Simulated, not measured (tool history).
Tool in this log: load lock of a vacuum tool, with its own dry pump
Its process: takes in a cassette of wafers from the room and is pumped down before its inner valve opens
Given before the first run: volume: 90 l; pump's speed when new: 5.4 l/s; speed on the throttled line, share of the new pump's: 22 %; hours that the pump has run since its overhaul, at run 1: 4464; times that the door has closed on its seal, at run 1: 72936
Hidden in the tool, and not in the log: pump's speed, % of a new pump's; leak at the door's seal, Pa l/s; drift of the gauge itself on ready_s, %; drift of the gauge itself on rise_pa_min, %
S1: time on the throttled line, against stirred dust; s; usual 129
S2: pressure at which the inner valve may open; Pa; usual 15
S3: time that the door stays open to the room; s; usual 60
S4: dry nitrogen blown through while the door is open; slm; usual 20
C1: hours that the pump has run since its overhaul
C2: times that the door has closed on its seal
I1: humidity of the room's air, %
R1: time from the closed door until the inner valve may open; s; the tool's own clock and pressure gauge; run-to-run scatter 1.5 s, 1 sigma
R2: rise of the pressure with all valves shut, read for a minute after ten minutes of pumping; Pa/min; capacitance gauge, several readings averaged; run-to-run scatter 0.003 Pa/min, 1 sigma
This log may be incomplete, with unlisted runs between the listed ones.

Run 1, day 0.000: usual settings; C1 4464; C2 72936; I1 43.4. Result: R1 252.8 s, R2 0.604 Pa/min.
Run 2, day 11.492: usual settings but S2 16 Pa; C1 4740; C2 73995; I1 43.5. Result: R1 249.5 s, R2 0.635 Pa/min.
Run 3, day 27.392: usual settings but S2 16 Pa; C1 5122; C2 75459; I1 43.3. Result: R1 254.0 s, R2 0.652 Pa/min.
Run 4, day 41.879: usual settings but S3 82 s; C1 5469; C2 76793; I1 46.2. Result: R1 253.5 s, R2 0.677 Pa/min.
At day 51.975: door's seal changed, seat wiped.
Run 5, day 56.212: usual settings but S4 15 slm; C1 5812; C2 390; I1 46.2. Result: R1 255.0 s, R2 0.029 Pa/min.
Run 6, day 76.192: usual settings but S1 82 s; C1 6291; C2 2230; I1 42.8. Result: R1 219.4 s, R2 0.030 Pa/min.
Run 7, day 96.829: usual settings; C1 6787; C2 4131; I1 45.3. Result: R1 254.4 s, R2 0.038 Pa/min.
Run 8, day 115.638: usual settings; C1 7238; C2 5863; I1 47.8. Result: R1 254.8 s, R2 0.038 Pa/min.
Run 9, day 131.833: usual settings; C1 7627; C2 7354; I1 43.3. Result: R1 258.0 s, R2 0.042 Pa/min.
Run 10, day 143.833: usual settings; C1 7915; C2 8459; I1 46.7. Result: R1 255.5 s, R2 0.052 Pa/min.
Run 11, day 156.829: usual settings but S3 91 s; C1 8227; C2 9656; I1 43.6. Result: R1 254.5 s, R2 0.059 Pa/min.
Run 12, day 176.950: usual settings but S1 248 s, S2 12 Pa, S3 27 s, S4 11 slm; C1 8709; C2 11509; I1 44.7. Result: R1 351.3 s, R2 0.054 Pa/min.

Expected results for the next run?
Run 13, day 193.404: usual settings but S1 241 s, S2 28 Pa, S4 25 slm; C1 9104; C2 13025; I1 45.9. Result: R1 ?, R2 ?.

R1: 330.2 s
R2: 0.061 Pa/min
On a tool with no hidden condition, and with the same random variation, this run would have come out at R1 324.4 s, R2 0.017 Pa/min.
